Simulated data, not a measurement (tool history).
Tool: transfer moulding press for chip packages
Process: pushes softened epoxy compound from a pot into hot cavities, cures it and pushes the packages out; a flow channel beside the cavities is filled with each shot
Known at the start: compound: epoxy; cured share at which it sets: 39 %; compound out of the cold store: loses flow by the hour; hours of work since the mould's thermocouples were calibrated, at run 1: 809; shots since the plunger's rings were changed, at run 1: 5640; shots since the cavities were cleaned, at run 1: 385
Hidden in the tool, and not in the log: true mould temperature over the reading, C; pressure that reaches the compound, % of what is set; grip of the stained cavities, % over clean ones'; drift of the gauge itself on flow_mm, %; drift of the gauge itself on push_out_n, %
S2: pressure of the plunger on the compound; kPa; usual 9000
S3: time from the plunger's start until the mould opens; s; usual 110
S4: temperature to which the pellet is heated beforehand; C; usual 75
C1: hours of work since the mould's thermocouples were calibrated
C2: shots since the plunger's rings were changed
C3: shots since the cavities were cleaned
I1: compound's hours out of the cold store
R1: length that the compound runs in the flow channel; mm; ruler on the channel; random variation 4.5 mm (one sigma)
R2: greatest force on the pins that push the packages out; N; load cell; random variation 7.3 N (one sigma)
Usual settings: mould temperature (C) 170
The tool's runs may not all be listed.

{"run": 1, "day": 0.0, "mould temperature (C)": 170, "S2": 9000, "S3": 110, "S4": 75, "C1": 809, "C2": 5640, "C3": 385, "I1": 39.1, "R1": 854, "R2": 431}
{"day": 0.288, "done": "cavities cleaned with cleaning compound and waxed"}
{"day": 1.929, "done": "cavities cleaned with cleaning compound and waxed"}
{"run": 2, "day": 2.042, "mould temperature (C)": 170, "S2": 9000, "S3": 110, "S4": 75, "C1": 846, "C2": 6214, "C3": 34, "I1": 43.1, "R1": 846, "R2": 302}
{"day": 3.546, "done": "cavities cleaned with cleaning compound and waxed"}
{"day": 4.758, "done": "mould's thermocouples calibrated"}
{"day": 4.862, "done": "plunger's sealing rings changed"}
{"run": 3, "day": 4.862, "mould temperature (C)": 170, "S2": 9000, "S3": 110, "S4": 75, "C1": 0, "C2": 0, "C3": 337, "I1": 29.1, "R1": 970, "R2": 414}
{"day": 5.292, "done": "cavities cleaned with cleaning compound and waxed"}
{"day": 6.9, "done": "cavities cleaned with cleaning compound and waxed"}
{"run": 4, "day": 7.171, "mould temperature (C)": 170, "S2": 9000, "S3": 110, "S4": 75, "C1": 42, "C2": 653, "C3": 81, "I1": 23.9, "R1": 985, "R2": 332}
{"day": 8.554, "done": "cavities cleaned with cleaning compound and waxed"}
{"run": 5, "day": 9.762, "mould temperature (C)": 170, "S2": 9000, "S3": 110, "S4": 75, "C1": 90, "C2": 1409, "C3": 362, "I1": 22.9, "R1": 980, "R2": 425}
{"day": 10.129, "done": "cavities cleaned with cleaning compound and waxed"}
{"day": 11.667, "done": "cavities cleaned with cleaning compound and waxed"}
{"run": 6, "day": 11.862, "mould temperature (C)": 170, "S2": 9000, "S3": 110, "S4": 75, "C1": 128, "C2": 1999, "C3": 59, "I1": 11.6, "R1": 1015, "R2": 342}
{"day": 13.279, "done": "cavities cleaned with cleaning compound and waxed"}
{"run": 7, "day": 14.154, "mould temperature (C)": 170, "S2": 9000, "S3": 110, "S4": 71, "C1": 171, "C2": 2665, "C3": 261, "I1": 42.9, "R1": 886, "R2": 376}
{"day": 14.725, "done": "cavities cleaned with cleaning compound and waxed"}
{"run": 8, "day": 15.804, "mould temperature (C)": 170, "S2": 8670, "S3": 110, "S4": 71, "C1": 201, "C2": 3140, "C3": 323, "I1": 15.9, "R1": 967, "R2": 394}
{"day": 16.321, "done": "cavities cleaned with cleaning compound and waxed"}
{"day": 17.917, "done": "cavities cleaned with cleaning compound and waxed"}
{"day": 19.388, "done": "cavities cleaned with cleaning compound and waxed"}
{"run": 9, "day": 19.388, "mould temperature (C)": 170, "S2": 8670, "S3": 110, "S4": 71, "C1": 266, "C2": 4154, "C3": 0, "I1": 44, "R1": 851, "R2": 309}
{"day": 20.917, "done": "cavities cleaned with cleaning compound and waxed"}
{"day": 22.371, "done": "cavities cleaned with cleaning compound and waxed"}
{"run": 10, "day": 22.833, "mould temperature (C)": 170, "S2": 9000, "S3": 109, "S4": 75, "C1": 330, "C2": 5147, "C3": 138, "I1": 40.4, "R1": 863, "R2": 364}
{"day": 23.833, "done": "cavities cleaned with cleaning compound and waxed"}
{"day": 25.475, "done": "cavities cleaned with cleaning compound and waxed"}
{"run": 11, "day": 26.283, "mould temperature (C)": 170, "S2": 9000, "S3": 109, "S4": 68, "C1": 394, "C2": 6141, "C3": 242, "I1": 11.1, "R1": 967, "R2": 384}
{"day": 27.079, "done": "cavities cleaned with cleaning compound and waxed"}
{"day": 28.575, "done": "cavities cleaned with cleaning compound and waxed"}
{"day": 29.383, "done": "plunger's sealing rings changed"}
{"run": 12, "day": 29.408, "mould temperature (C)": 175, "S2": 10470, "S3": 92, "S4": 68, "C1": 449, "C2": 7, "C3": 218, "I1": 33, "R1": 1013, "R2": 375}
{"day": 30.096, "done": "cavities cleaned with cleaning compound and waxed"}
{"day": 31.621, "done": "cavities cleaned with cleaning compound and waxed"}
{"run": 13, "day": 32.275, "mould temperature (C)": 162, "S2": 7210, "S3": 101, "S4": 76, "C1": 502, "C2": 827, "C3": 195, "I1": 11.4, "R1": 972, "R2": 561}
{"day": 33.142, "done": "cavities cleaned with cleaning compound and waxed"}
{"day": 34.638, "done": "cavities cleaned with cleaning compound and waxed"}
{"run": 14, "day": 35.671, "mould temperature (C)": 170, "S2": 9000, "S3": 91, "S4": 70, "C1": 565, "C2": 1804, "C3": 308, "I1": 8.8, "R1": 1037, "R2": 491}

Forecast each of these 4 alternatives for the next run:
{"day": 36.312, "done": "cavities cleaned with cleaning compound and waxed"}
{"day": 37.792, "done": "cavities cleaned with cleaning compound and waxed"}
{"run": "A", "day": 38.5, "mould temperature (C)": 167, "S2": 9000, "S3": 139, "S4": 65, "C1": 616, "C2": 2612, "C3": 212, "I1": 16, "R1": "?", "R2": "?"}
{"day": 36.312, "done": "cavities cleaned with cleaning compound and waxed"}
{"day": 37.792, "done": "cavities cleaned with cleaning compound and waxed"}
{"run": "B", "day": 38.5, "mould temperature (C)": 173, "S2": 7200, "S3": 140, "S4": 75, "C1": 616, "C2": 2612, "C3": 212, "I1": 15.4, "R1": "?", "R2": "?"}
{"day": 36.312, "done": "cavities cleaned with cleaning compound and waxed"}
{"day": 37.792, "done": "cavities cleaned with cleaning compound and waxed"}
{"run": "C", "day": 38.5, "mould temperature (C)": 170, "S2": 9700, "S3": 110, "S4": 75, "C1": 616, "C2": 2612, "C3": 212, "I1": 10.8, "R1": "?", "R2": "?"}
{"day": 36.312, "done": "cavities cleaned with cleaning compound and waxed"}
{"day": 37.792, "done": "cavities cleaned with cleaning compound and waxed"}
{"run": "D", "day": 38.5, "mould temperature (C)": 166, "S2": 9000, "S3": 136, "S4": 70, "C1": 616, "C2": 2612, "C3": 212, "I1": 10.9, "R1": "?", "R2": "?"}

run=A R1=1006 R2=372
run=B R1=876 R2=361
run=C R1=1044 R2=382
run=D R1=1029 R2=368
Without the tool's hidden state the same runs would have given:
run=A R1=1050 R2=297
run=B R1=914 R2=283
run=C R1=1090 R2=308
run=D R1=1074 R2=296

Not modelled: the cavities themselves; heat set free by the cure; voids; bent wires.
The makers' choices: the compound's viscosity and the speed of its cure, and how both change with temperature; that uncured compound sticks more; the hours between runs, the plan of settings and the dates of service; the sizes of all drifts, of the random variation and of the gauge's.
